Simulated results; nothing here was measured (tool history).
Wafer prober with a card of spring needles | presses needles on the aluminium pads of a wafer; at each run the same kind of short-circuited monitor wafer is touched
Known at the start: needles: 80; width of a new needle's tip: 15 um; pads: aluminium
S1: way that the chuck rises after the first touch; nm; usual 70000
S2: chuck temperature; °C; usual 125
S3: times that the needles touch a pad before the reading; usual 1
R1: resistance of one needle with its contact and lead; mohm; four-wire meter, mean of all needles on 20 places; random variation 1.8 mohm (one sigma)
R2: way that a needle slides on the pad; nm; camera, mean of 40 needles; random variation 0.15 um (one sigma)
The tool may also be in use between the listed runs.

Run 1, hour 0: usual settings. Result: R1 246 mohm, R2 16580 nm.
At hour 4.4: tips cleaned on abrasive film.
At hour 8.8: tips cleaned on abrasive film.
At hour 13.2: tips cleaned on abrasive film.
At hour 18.6: tips cleaned on abrasive film.
At hour 23: tips cleaned on abrasive film.
Run 2, hour 25.5: usual settings. Result: R1 245 mohm, R2 16430 nm.
At hour 27.7: tips cleaned on abrasive film.
At hour 32.1: tips cleaned on abrasive film.
At hour 36.5: tips cleaned on abrasive film.
At hour 42: tips cleaned on abrasive film.
At hour 47.4: tips cleaned on abrasive film.
Run 3, hour 51.1: usual settings but S1 74000 nm. Result: R1 249 mohm, R2 17200 nm.
At hour 52.3: tips cleaned on abrasive film.
At hour 56.6: tips cleaned on abrasive film.
At hour 62.1: tips cleaned on abrasive film.
Run 4, hour 62.3: usual settings. Result: R1 241 mohm, R2 16210 nm.
At hour 66.7: tips cleaned on abrasive film.
At hour 71.1: tips cleaned on abrasive film.
At hour 76.5: tips cleaned on abrasive film.
At hour 82: tips cleaned on abrasive film.
Run 5, hour 82.2: usual settings. Result: R1 245 mohm, R2 16310 nm.
At hour 86.6: tips cleaned on abrasive film.
At hour 92: tips cleaned on abrasive film.
Run 6, hour 93.7: usual settings. Result: R1 244 mohm, R2 16040 nm.
At hour 97: tips cleaned on abrasive film.
At hour 102.5: tips cleaned on abrasive film.
At hour 107.9: tips cleaned on abrasive film.
At hour 113.4: tips cleaned on abrasive film.
Run 7, hour 116.6: usual settings. Result: R1 251 mohm, R2 15780 nm.
At hour 117.9: tips cleaned on abrasive film.
At hour 123.3: tips cleaned on abrasive film.
At hour 127.7: tips cleaned on abrasive film.
At hour 133.1: tips cleaned on abrasive film.
At hour 138.6: tips cleaned on abrasive film.
Run 8, hour 141.1: usual settings. Result: R1 250 mohm, R2 15740 nm.
At hour 143.4: tips cleaned on abrasive film.
At hour 147.8: tips cleaned on abrasive film.
At hour 153.2: tips cleaned on abrasive film.
At hour 157.6: tips cleaned on abrasive film.
At hour 163.1: tips cleaned on abrasive film.
Run 9, hour 165.1: usual settings but S3 3. Result: R1 244 mohm, R2 15800 nm.
At hour 168.4: tips cleaned on abrasive film.
At hour 173.8: tips cleaned on abrasive film.
At hour 178.2: tips cleaned on abrasive film.
At hour 182.6: tips cleaned on abrasive film.
Run 10, hour 184.8: usual settings but S3 2. Result: R1 246 mohm, R2 15500 nm.
At hour 187.1: tips cleaned on abrasive film.
At hour 191.5: tips cleaned on abrasive film.
At hour 196.9: tips cleaned on abrasive film.
At hour 201.3: tips cleaned on abrasive film.
At hour 206.3: tips cleaned on abrasive film.
Run 11, hour 206.3: usual settings but S3 2. Result: R1 243 mohm, R2 15350 nm.
At hour 210.7: tips cleaned on abrasive film.
At hour 215.1: tips cleaned on abrasive film.
At hour 220.5: tips cleaned on abrasive film.
At hour 224.9: tips cleaned on abrasive film.
Run 12, hour 227.2: usual settings but S1 90000 nm, S2 50 °C, S3 2. Result: R1 227 mohm, R2 20250 nm.
At hour 229.4: tips cleaned on abrasive film.
At hour 233.8: tips cleaned on abrasive film.
At hour 239.3: tips cleaned on abrasive film.
At hour 244.7: tips cleaned on abrasive film.
At hour 250.2: tips cleaned on abrasive film.
Run 13, hour 252.9: usual settings but S1 84000 nm, S2 51 °C. Result: R1 229 mohm, R2 18850 nm.
At hour 255.1: tips cleaned on abrasive film.
At hour 260.6: tips cleaned on abrasive film.
At hour 265: tips cleaned on abrasive film.
At hour 269.4: tips cleaned on abrasive film.
At hour 269.7: height of the first contact set anew.
At hour 275.1: tips cleaned on abrasive film.
At hour 279.5: tips cleaned on abrasive film.
Run 14, hour 279.7: usual settings but S1 67000 nm, S2 70 °C, S3 2. Result: R1 230 mohm, R2 16770 nm.
At hour 284.1: tips cleaned on abrasive film.
At hour 289.5: tips cleaned on abrasive film.
At hour 295: tips cleaned on abrasive film.
Run 15, hour 297: usual settings but S1 55000 nm, S2 53 °C, S3 2. Result: R1 233 mohm, R2 13840 nm.
At hour 300.3: tips cleaned on abrasive film.
At hour 305.7: tips cleaned on abrasive film.
At hour 311.2: tips cleaned on abrasive film.
Run 16, hour 312.3: usual settings but S1 55000 nm, S2 53 °C, S3 2. Result: R1 230 mohm, R2 13650 nm.
At hour 315.6: tips cleaned on abrasive film.
At hour 321.1: tips cleaned on abrasive film.
At hour 326.5: tips cleaned on abrasive film.
At hour 330.9: tips cleaned on abrasive film.
At hour 335.5: tips cleaned on abrasive film.
Run 17, hour 335.5: usual settings but S1 55000 nm, S2 30 °C. Result: R1 225 mohm, R2 13780 nm.
At hour 340.9: tips cleaned on abrasive film.
At hour 346.4: tips cleaned on abrasive film.
At hour 350.8: tips cleaned on abrasive film.
At hour 356.2: tips cleaned on abrasive film.
Run 18, hour 356.7: usual settings but S1 55000 nm, S2 30 °C. Result: R1 228 mohm, R2 13580 nm.
At hour 361.1: tips cleaned on abrasive film.
At hour 366.6: tips cleaned on abrasive film.
Run 19, hour 369.4: usual settings but S1 55000 nm, S2 30 °C. Result: R1 231 mohm, R2 13470 nm.
At hour 371.6: tips cleaned on abrasive film.
At hour 376: tips cleaned on abrasive film.
At hour 381.4: tips cleaned on abrasive film.
At hour 386.9: tips cleaned on abrasive film.
Run 20, hour 390.1: usual settings but S1 50000 nm, S2 33 °C. Result: R1 238 mohm, R2 12170 nm.
At hour 392.3: tips cleaned on abrasive film.
At hour 396.7: tips cleaned on abrasive film.
At hour 402.2: tips cleaned on abrasive film.
Run 21, hour 403.9: usual settings but S1 73000 nm, S2 39 °C. Result: R1 225 mohm, R2 17690 nm.
At hour 407.2: tips cleaned on abrasive film.
At hour 411.6: tips cleaned on abrasive film.
At hour 416: tips cleaned on abrasive film.
Run 22, hour 416: usual settings but S1 65000 nm, S2 39 °C. Result: R1 223 mohm, R2 15990 nm.

Forecast each of these 5 alternatives for the next run:
At hour 421.5: tips cleaned on abrasive film.
At hour 426.9: tips cleaned on abrasive film.
At hour 432.4: tips cleaned on abrasive film.
At hour 437.9: tips cleaned on abrasive film.
Run A, hour 439: usual settings but S1 87000 nm, S2 93 °C. Result: R1 ?, R2 ?.
At hour 421.5: tips cleaned on abrasive film.
At hour 426.9: tips cleaned on abrasive film.
At hour 432.4: tips cleaned on abrasive film.
At hour 437.9: tips cleaned on abrasive film.
Run B, hour 439: usual settings but S2 56 °C. Result: R1 ?, R2 ?.
At hour 421.5: tips cleaned on abrasive film.
At hour 426.9: tips cleaned on abrasive film.
At hour 432.4: tips cleaned on abrasive film.
At hour 437.9: tips cleaned on abrasive film.
Run C, hour 439: usual settings. Result: R1 ?, R2 ?.
At hour 421.5: tips cleaned on abrasive film.
At hour 426.9: tips cleaned on abrasive film.
At hour 432.4: tips cleaned on abrasive film.
At hour 437.9: tips cleaned on abrasive film.
Run D, hour 439: usual settings but S1 79000 nm, S2 40 °C. Result: R1 ?, R2 ?.
At hour 421.5: tips cleaned on abrasive film.
At hour 426.9: tips cleaned on abrasive film.
At hour 432.4: tips cleaned on abrasive film.
At hour 437.9: tips cleaned on abrasive film.
Run E, hour 439: usual settings but S1 82000 nm, S2 97 °C. Result: R1 ?, R2 ?.

run   R1     R2
  A  237  21380
  B  227  16980
  C  248  16950
  D  226  19300
  E  238  19930
Without the tool's hidden state the same runs would have given:
run   R1     R2
  A  234  22050
  B  221  17650
  C  242  17620
  D  221  19970
  E  235  20600
